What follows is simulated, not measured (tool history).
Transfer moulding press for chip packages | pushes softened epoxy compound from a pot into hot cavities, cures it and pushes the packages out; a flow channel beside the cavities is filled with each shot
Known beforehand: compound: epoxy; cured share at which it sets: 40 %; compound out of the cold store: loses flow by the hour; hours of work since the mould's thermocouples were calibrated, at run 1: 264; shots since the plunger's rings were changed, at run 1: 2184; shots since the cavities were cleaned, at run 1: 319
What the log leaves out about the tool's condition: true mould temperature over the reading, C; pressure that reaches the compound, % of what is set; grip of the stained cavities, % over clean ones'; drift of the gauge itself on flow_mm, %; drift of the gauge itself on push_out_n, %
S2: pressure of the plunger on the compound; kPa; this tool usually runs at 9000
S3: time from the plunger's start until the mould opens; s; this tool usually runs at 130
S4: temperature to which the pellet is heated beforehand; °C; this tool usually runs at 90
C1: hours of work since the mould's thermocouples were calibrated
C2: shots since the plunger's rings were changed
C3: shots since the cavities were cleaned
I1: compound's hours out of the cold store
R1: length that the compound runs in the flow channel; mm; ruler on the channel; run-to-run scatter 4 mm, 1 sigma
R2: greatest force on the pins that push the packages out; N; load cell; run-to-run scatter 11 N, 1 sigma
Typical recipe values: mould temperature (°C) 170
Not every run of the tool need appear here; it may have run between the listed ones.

Run 1, hour 0.0: usual settings; C1 264; C2 2184; C3 319; I1 13.7. Result: R1 642 mm, R2 794 N.
Run 2, hour 20.7: usual settings but S4 87 °C; C1 278; C2 2389; C3 524; I1 8.5. Result: R1 660 mm, R2 925 N.
At hour 27.6: cavities cleaned with cleaning compound and waxed.
Run 3, hour 38.3: usual settings but S4 87 °C; C1 289; C2 2547; C3 105; I1 18.4. Result: R1 641 mm, R2 675 N.
Run 4, hour 66.0: usual settings but S4 87 °C; C1 309; C2 2821; C3 379; I1 28.7. Result: R1 615 mm, R2 821 N.
At hour 70.6: mould's thermocouples calibrated.
Run 5, hour 81.1: usual settings but S2 6860 kPa; C1 7; C2 2950; C3 508; I1 27.8. Result: R1 542 mm, R2 896 N.
At hour 90.0: cavities cleaned with cleaning compound and waxed.
Run 6, hour 97.9: usual settings but S2 6860 kPa; C1 18; C2 3101; C3 78; I1 39.7. Result: R1 515 mm, R2 607 N.
Run 7, hour 125.1: usual settings but S2 6860 kPa; C1 37; C2 3370; C3 347; I1 39.9. Result: R1 519 mm, R2 803 N.
Run 8, hour 144.5: usual settings but S3 161 s; C1 51; C2 3561; C3 538; I1 19.0. Result: R1 628 mm, R2 797 N.
At hour 148.1: mould's thermocouples calibrated, once more.
At hour 153.4: cavities cleaned with cleaning compound and waxed.
Run 9, hour 163.1: usual settings but S3 161 s; C1 10; C2 3711; C3 96; I1 12.3. Result: R1 639 mm, R2 552 N.
Run 10, hour 185.3: usual settings but mould temperature (°C) 166, S2 7450 kPa, S3 152 s, S4 82 °C; C1 25; C2 3930; C3 315; I1 9.6. Result: R1 603 mm, R2 864 N.
Run 11, hour 205.8: usual settings but mould temperature (°C) 167, S2 10200 kPa, S3 136 s, S4 82 °C; C1 40; C2 4133; C3 518; I1 38.7. Result: R1 635 mm, R2 980 N.
At hour 213.7: cavities cleaned with cleaning compound and waxed.
Run 12, hour 223.2: usual settings but S2 7900 kPa, S4 81 °C; C1 51; C2 4289; C3 93; I1 11.8. Result: R1 598 mm, R2 677 N.
Run 13, hour 249.6: usual settings but mould temperature (°C) 166, S2 7700 kPa, S3 111 s; C1 69; C2 4550; C3 354; I1 34.2. Result: R1 563 mm, R2 1488 N.
At hour 262.5: plunger's sealing rings changed.
At hour 278.2: cavities cleaned with cleaning compound and waxed.
Run 14, hour 278.2: usual settings but mould temperature (°C) 177, S2 7780 kPa, S3 111 s, S4 92 °C; C1 86; C2 141; C3 0; I1 17.0. Result: R1 587 mm, R2 464 N.

4 options for the next run, each taken on its own from the tool as it stands now. Forecast them:
Run A, hour 290.1: usual settings but mould temperature (°C) 176, S2 7780 kPa, S3 111 s, S4 92 °C; C1 95; C2 259; C3 118; I1 12.9. Result: R1 ?, R2 ?.
Run B, hour 290.1: usual settings but mould temperature (°C) 177, S2 7780 kPa, S3 139 s, S4 92 °C; C1 95; C2 259; C3 118; I1 10.8. Result: R1 ?, R2 ?.
Run C, hour 290.1: usual settings but mould temperature (°C) 177, S2 9170 kPa, S3 111 s, S4 92 °C; C1 95; C2 259; C3 118; I1 43.4. Result: R1 ?, R2 ?.
Run D, hour 290.1: usual settings but mould temperature (°C) 165, S2 8810 kPa, S3 131 s; C1 95; C2 259; C3 118; I1 33.7. Result: R1 ?, R2 ?.

run   R1   R2
  A  601  623
  B  597  536
  C  595  588
  D  649  855
Stripped of hidden state, with their random variation kept, the same runs would have yielded:
run   R1   R2
  A  605  498
  B  600  420
  C  598  467
  D  654  696
